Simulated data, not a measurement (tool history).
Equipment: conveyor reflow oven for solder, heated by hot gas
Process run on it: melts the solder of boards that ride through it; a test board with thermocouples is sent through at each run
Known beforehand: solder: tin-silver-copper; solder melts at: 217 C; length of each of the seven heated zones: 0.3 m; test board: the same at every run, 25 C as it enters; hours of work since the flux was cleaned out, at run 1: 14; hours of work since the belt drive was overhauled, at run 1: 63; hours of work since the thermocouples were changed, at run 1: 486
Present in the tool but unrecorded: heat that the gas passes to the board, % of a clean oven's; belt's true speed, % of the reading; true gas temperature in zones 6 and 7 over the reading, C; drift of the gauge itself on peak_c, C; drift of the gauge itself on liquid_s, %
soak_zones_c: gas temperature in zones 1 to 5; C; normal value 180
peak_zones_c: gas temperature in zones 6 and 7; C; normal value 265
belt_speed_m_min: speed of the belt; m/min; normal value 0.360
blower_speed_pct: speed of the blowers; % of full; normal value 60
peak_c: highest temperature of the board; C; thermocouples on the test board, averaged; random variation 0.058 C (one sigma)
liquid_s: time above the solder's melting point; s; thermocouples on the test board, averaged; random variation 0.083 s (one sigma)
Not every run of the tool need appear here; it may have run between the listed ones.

run    day  soak_zones_c  peak_zones_c  belt_speed_m_min  blower_speed_pct  hours of work since the flux was cleaned out  hours of work since the belt drive was overhauled  hours of work since the thermocouples were changed  peak_c  liquid_s
  1  0.000           180           265             0.360                60                                            14                                                 63                                                 486  250.43     76.10
  2  0.633           180           265             0.360                60                                            22                                                 71                                                 494  250.45     76.10
  3  1.250           174           265             0.360                60                                            30                                                 79                                                 502  249.29     71.86
  4  1.608           174           265             0.360                58                                            35                                                 84                                                 507  248.82     71.09
  5  1.892           169           265             0.360                58                                            39                                                 88                                                 511  247.88     67.90
  6  2.454           180           265             0.360                60                                            46                                                 95                                                 518  250.42     75.98
  7  3.012           180           265             0.360                60                                            54                                                103                                                 526  250.33     76.00
  8  3.400           180           265             0.360                60                                            59                                                108                                                 531  250.36     76.09
  9  4.096           180           265             0.360                60                                            68                                                117                                                 540  250.35     75.99
 10  4.788           180           265             0.360                60                                            77                                                126                                                 549  250.30     75.91
 11  5.412           171           265             0.360                60                                            86                                                134                                                 558  248.85     69.93
 12  6.075           180           265             0.360                52                                            94                                                143                                                 566  248.41     73.14
 13  6.471           180           259             0.360                60                                           100                                                148                                                 572  245.14     70.74
 14  7.062           180           265             0.360                60                                           108                                                156                                                 580  250.40     75.99
 15  7.492           180           265             0.360                60                                           113                                                162                                                 585  250.35     75.90
 16  8.046           180           265             0.424                90                                           121                                                169                                                 593  251.18     65.35
 17  8.558           176           271             0.381                50                                           127                                                176                                                 599  249.99     67.74
 18  9.183           180           265             0.387                60                                           136                                                184                                                 608  248.33     67.82

Run 19 is up next; what results do you expect?
 19  9.829           180           265             0.387                60                                           144                                                193                                                 616       ?         ?

{"run 19": {"peak_c": 248.09, "liquid_s": 67.62}}
The same run, on a tool lacking any hidden state, would have yielded peak_c 248.08 C, liquid_s 67.62 s.
